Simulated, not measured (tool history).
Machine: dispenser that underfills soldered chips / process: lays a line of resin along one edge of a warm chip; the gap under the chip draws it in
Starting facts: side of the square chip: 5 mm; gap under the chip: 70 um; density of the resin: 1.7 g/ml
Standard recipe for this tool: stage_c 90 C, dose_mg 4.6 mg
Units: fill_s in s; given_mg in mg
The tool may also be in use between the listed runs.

{"run": 1, "hour": 0.0, "stage_c": 90, "dose_mg": 4.6, "fill_s": 14.4, "given_mg": 4.564}
{"hour": 6.1, "done": "new syringe of resin"}
{"run": 2, "hour": 6.6, "stage_c": 90, "dose_mg": 4.6, "fill_s": 12.2, "given_mg": 4.565}
{"run": 3, "hour": 13.2, "stage_c": 90, "dose_mg": 4.6, "fill_s": 17.5, "given_mg": 4.545}
{"hour": 14.6, "done": "new syringe of resin"}
{"run": 4, "hour": 19.6, "stage_c": 90, "dose_mg": 4.6, "fill_s": 15.9, "given_mg": 4.547}
{"hour": 23.1, "done": "new syringe of resin"}
{"run": 5, "hour": 23.8, "stage_c": 90, "dose_mg": 4.48, "fill_s": 12.4, "given_mg": 4.419}
{"hour": 28.5, "done": "dispensing valve cleaned and set on the balance"}
{"run": 6, "hour": 29.6, "stage_c": 90, "dose_mg": 4.87, "fill_s": 16.1, "given_mg": 4.871}
{"hour": 32.3, "done": "new syringe of resin"}
{"run": 7, "hour": 38.4, "stage_c": 90, "dose_mg": 4.87, "fill_s": 17.1, "given_mg": 4.86}
{"hour": 40.7, "done": "new syringe of resin"}
{"run": 8, "hour": 42.2, "stage_c": 90, "dose_mg": 4.87, "fill_s": 13.2, "given_mg": 4.863}
{"run": 9, "hour": 47.8, "stage_c": 90, "dose_mg": 4.87, "fill_s": 17.1, "given_mg": 4.844}
{"hour": 49.4, "done": "new syringe of resin"}
{"run": 10, "hour": 55.0, "stage_c": 90, "dose_mg": 4.87, "fill_s": 15.6, "given_mg": 4.84}
{"hour": 57.5, "done": "new syringe of resin"}
{"run": 11, "hour": 58.8, "stage_c": 90, "dose_mg": 4.6, "fill_s": 13.8, "given_mg": 4.572}
{"hour": 65.7, "done": "new syringe of resin"}
{"run": 12, "hour": 65.7, "stage_c": 90, "dose_mg": 4.6, "fill_s": 12.2, "given_mg": 4.557}
{"run": 13, "hour": 71.1, "stage_c": 95, "dose_mg": 4.6, "fill_s": 12.8, "given_mg": 4.561}
{"hour": 74.6, "done": "new syringe of resin"}
{"run": 14, "hour": 76.7, "stage_c": 90, "dose_mg": 4.6, "fill_s": 14.2, "given_mg": 4.542}
{"hour": 83.0, "done": "new syringe of resin"}
{"run": 15, "hour": 83.2, "stage_c": 90, "dose_mg": 4.6, "fill_s": 13.3, "given_mg": 4.537}
{"hour": 88.2, "done": "dispensing valve cleaned and set on the balance"}
{"run": 16, "hour": 91.5, "stage_c": 90, "dose_mg": 4.6, "fill_s": 17.6, "given_mg": 4.574}
{"hour": 92.3, "done": "new syringe of resin"}
{"run": 17, "hour": 98.4, "stage_c": 90, "dose_mg": 4.6, "fill_s": 17.6, "given_mg": 4.57}
{"hour": 100.5, "done": "new syringe of resin"}
{"run": 18, "hour": 102.6, "stage_c": 98, "dose_mg": 3.98, "fill_s": 9.9, "given_mg": 3.949}

Run 19 has not been measured yet. What should we expect?
{"hour": 108.8, "done": "new syringe of resin"}
{"run": 19, "hour": 110.1, "stage_c": 87, "dose_mg": 5.47, "fill_s": "?", "given_mg": "?"}

fill_s: 15.3 s
given_mg: 5.429 mg
Were there no unlogged condition in the tool, this run, its random variation unchanged, would have produced fill_s 15 s, given_mg 5.477 mg.
